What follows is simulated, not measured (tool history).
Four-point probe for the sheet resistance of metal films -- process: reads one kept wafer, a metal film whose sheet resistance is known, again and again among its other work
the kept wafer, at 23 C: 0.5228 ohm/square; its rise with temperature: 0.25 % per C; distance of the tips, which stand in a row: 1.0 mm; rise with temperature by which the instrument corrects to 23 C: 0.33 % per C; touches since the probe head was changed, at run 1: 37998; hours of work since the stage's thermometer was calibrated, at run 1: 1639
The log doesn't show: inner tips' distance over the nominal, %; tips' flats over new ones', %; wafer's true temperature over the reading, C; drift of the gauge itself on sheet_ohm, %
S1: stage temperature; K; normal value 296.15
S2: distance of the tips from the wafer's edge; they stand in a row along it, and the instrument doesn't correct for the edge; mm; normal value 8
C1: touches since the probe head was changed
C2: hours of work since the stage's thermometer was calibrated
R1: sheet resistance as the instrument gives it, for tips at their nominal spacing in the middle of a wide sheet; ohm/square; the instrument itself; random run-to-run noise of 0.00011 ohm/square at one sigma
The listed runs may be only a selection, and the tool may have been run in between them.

| run | hour | S1 | S2 | C1 | C2 | R1 |
|---|---|---|---|---|---|---|
| 1 | 0 | 296.15 | 8 | 37998 | 1639 | 0.527388 |
| 2 | 15.6 | 296.15 | 8 | 38561 | 1647 | 0.527577 |
| 3 | 27.9 | 296.15 | 8 | 39001 | 1653 | 0.527655 |
| 4 | 39.1 | 295.15 | 8 | 39403 | 1659 | 0.527917 |
| 5 | 59.2 | 295.15 | 8 | 40128 | 1670 | 0.527903 |
| 6 | 71.3 | 295.15 | 8 | 40563 | 1676 | 0.528002 |
| 7 | 87.2 | 295.15 | 8 | 41134 | 1684 | 0.527774 |
| 8 | 110.7 | 296.15 | 4 | 41978 | 1697 | 0.540321 |
| 9 | 135.9 | 296.15 | 4 | 42886 | 1710 | 0.540332 |
| 10 | 154.9 | 296.15 | 4 | 43568 | 1720 | 0.540439 |
| 11 | 177.4 | 296.15 | 4 | 44379 | 1731 | 0.540331 |
|  | 179.8 | stage's thermometer calibrated |
| 12 | 203.2 | 296.15 | 31 | 45288 | 12 | 0.523578 |
| 13 | 229.7 | 291.15 | 8 | 46241 | 26 | 0.529579 |
|  | 246.4 | stage's thermometer calibrated, once more |
| 14 | 249.8 | 297.15 | 4 | 46945 | 2 | 0.540663 |
| 15 | 272.9 | 297.15 | 4 | 47778 | 14 | 0.540725 |

What does the tool deliver on the next run?
| 16 | 291.5 | 297.15 | 4 | 48445 | 23 | ? |

R1: 0.540962 ohm/square
The same run, on a tool lacking any hidden state, would have yielded R1 0.53956 ohm/square.
